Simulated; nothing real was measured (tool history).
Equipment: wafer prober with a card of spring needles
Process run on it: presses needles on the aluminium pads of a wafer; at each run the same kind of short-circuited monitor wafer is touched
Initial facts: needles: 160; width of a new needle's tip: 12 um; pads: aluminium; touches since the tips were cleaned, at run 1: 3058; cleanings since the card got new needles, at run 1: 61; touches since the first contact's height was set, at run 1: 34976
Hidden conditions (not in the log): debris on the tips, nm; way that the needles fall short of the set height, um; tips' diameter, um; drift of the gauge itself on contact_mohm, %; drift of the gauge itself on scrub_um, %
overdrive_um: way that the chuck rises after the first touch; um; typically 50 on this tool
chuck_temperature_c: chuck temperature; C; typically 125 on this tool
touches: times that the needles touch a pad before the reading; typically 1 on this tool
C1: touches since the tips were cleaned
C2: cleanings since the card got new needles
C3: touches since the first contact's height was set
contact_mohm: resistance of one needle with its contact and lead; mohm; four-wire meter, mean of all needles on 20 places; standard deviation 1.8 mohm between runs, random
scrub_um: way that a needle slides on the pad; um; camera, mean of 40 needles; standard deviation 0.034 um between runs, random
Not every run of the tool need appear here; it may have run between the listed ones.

Run 1, hour 0.0: usual settings; C1 3058; C2 61; C3 34976. Result: contact_mohm 248 mohm, scrub_um 5.97 um.
At hour 1.3: tips cleaned on abrasive film.
Run 2, hour 8.6: usual settings but overdrive_um 53 um; C1 3150; C2 62; C3 38660. Result: contact_mohm 240 mohm, scrub_um 6.39 um.
At hour 10.1: tips cleaned on abrasive film.
Run 3, hour 16.8: usual settings but overdrive_um 53 um; C1 2893; C2 63; C3 42137. Result: contact_mohm 238 mohm, scrub_um 6.32 um.
At hour 18.0: tips cleaned on abrasive film.
At hour 26.7: tips cleaned on abrasive film.
Run 4, hour 32.2: usual settings but overdrive_um 53 um; C1 2366; C2 65; C3 48716. Result: contact_mohm 238 mohm, scrub_um 6.30 um.
At hour 34.4: tips cleaned on abrasive film.
At hour 42.7: tips cleaned on abrasive film.
Run 5, hour 43.6: usual settings but overdrive_um 53 um; C1 384; C2 67; C3 53576. Result: contact_mohm 207 mohm, scrub_um 6.27 um.
At hour 51.4: tips cleaned on abrasive film.
Run 6, hour 55.3: usual settings but overdrive_um 53 um; C1 1710; C2 68; C3 58595. Result: contact_mohm 227 mohm, scrub_um 6.26 um.
At hour 60.0: tips cleaned on abrasive film.
Run 7, hour 66.2: usual settings; C1 2682; C2 69; C3 63254. Result: contact_mohm 244 mohm, scrub_um 5.86 um.
At hour 68.4: tips cleaned on abrasive film.
Run 8, hour 75.1: usual settings; C1 2876; C2 70; C3 67044. Result: contact_mohm 253 mohm, scrub_um 5.89 um.
At hour 76.3: tips cleaned on abrasive film.
Run 9, hour 83.3: usual settings but chuck_temperature_c 33 C; C1 3016; C2 71; C3 70562. Result: contact_mohm 246 mohm, scrub_um 5.81 um.
At hour 85.1: tips cleaned on abrasive film.
At hour 93.0: tips cleaned on abrasive film.
Run 10, hour 93.0: usual settings but overdrive_um 32 um, touches 3; C1 0; C2 73; C3 74671. Result: contact_mohm 217 mohm, scrub_um 3.67 um.
At hour 101.3: tips cleaned on abrasive film.
Run 11, hour 107.1: usual settings but overdrive_um 32 um, touches 3; C1 2527; C2 74; C3 80727. Result: contact_mohm 253 mohm, scrub_um 3.65 um.
At hour 110.2: tips cleaned on abrasive film.
At hour 119.3: tips cleaned on abrasive film.
Run 12, hour 120.5: usual settings but overdrive_um 32 um, touches 3; C1 525; C2 76; C3 86444. Result: contact_mohm 229 mohm, scrub_um 3.62 um.
At hour 127.7: tips cleaned on abrasive film.
Run 13, hour 133.7: usual settings but overdrive_um 31 um, chuck_temperature_c 67 C, touches 3; C1 2580; C2 77; C3 92100. Result: contact_mohm 253 mohm, scrub_um 3.45 um.
At hour 136.2: tips cleaned on abrasive film.
At hour 144.1: tips cleaned on abrasive film.
Run 14, hour 144.2: usual settings but overdrive_um 31 um, chuck_temperature_c 67 C, touches 3; C1 60; C2 79; C3 96567. Result: contact_mohm 205 mohm, scrub_um 3.43 um.
At hour 151.9: tips cleaned on abrasive film.
At hour 161.0: tips cleaned on abrasive film.
Run 15, hour 162.2: usual settings but chuck_temperature_c 51 C, touches 2; C1 528; C2 81; C3 104253. Result: contact_mohm 192 mohm, scrub_um 5.73 um.
At hour 168.7: tips cleaned on abrasive film.
Run 16, hour 171.4: usual settings but chuck_temperature_c 51 C, touches 2; C1 1179; C2 82; C3 108206. Result: contact_mohm 205 mohm, scrub_um 5.68 um.
At hour 176.7: tips cleaned on abrasive film.
At hour 184.6: tips cleaned on abrasive film.
Run 17, hour 187.5: usual settings but overdrive_um 56 um, touches 2; C1 1257; C2 84; C3 115053. Result: contact_mohm 214 mohm, scrub_um 6.36 um.
At hour 192.9: tips cleaned on abrasive film.
At hour 200.5: tips cleaned on abrasive film.
Run 18, hour 204.7: usual settings but overdrive_um 56 um, touches 2; C1 1788; C2 86; C3 122406. Result: contact_mohm 215 mohm, scrub_um 6.37 um.

Each row is a separate what-if for the run after 18, all from the same tool condition, not one after another. Results?
At hour 208.6: tips cleaned on abrasive film.
Run A, hour 216.1: usual settings but overdrive_um 33 um, chuck_temperature_c 29 C, touches 2; C1 3239; C2 87; C3 127282. Result: contact_mohm ?, scrub_um ?.
At hour 208.6: tips cleaned on abrasive film.
Run B, hour 216.1: usual settings but overdrive_um 35 um, chuck_temperature_c 39 C; C1 3239; C2 87; C3 127282. Result: contact_mohm ?, scrub_um ?.
At hour 208.6: tips cleaned on abrasive film.
Run C, hour 216.1: usual settings but overdrive_um 66 um; C1 3239; C2 87; C3 127282. Result: contact_mohm ?, scrub_um ?.

run  contact_mohm  scrub_um
  A           291      3.60
  B           341      3.74
  C           230      7.57
Without the tool's unlogged condition, the same runs would have read:
run  contact_mohm  scrub_um
  A           179      4.07
  B           181      4.21
  C           189      8.04

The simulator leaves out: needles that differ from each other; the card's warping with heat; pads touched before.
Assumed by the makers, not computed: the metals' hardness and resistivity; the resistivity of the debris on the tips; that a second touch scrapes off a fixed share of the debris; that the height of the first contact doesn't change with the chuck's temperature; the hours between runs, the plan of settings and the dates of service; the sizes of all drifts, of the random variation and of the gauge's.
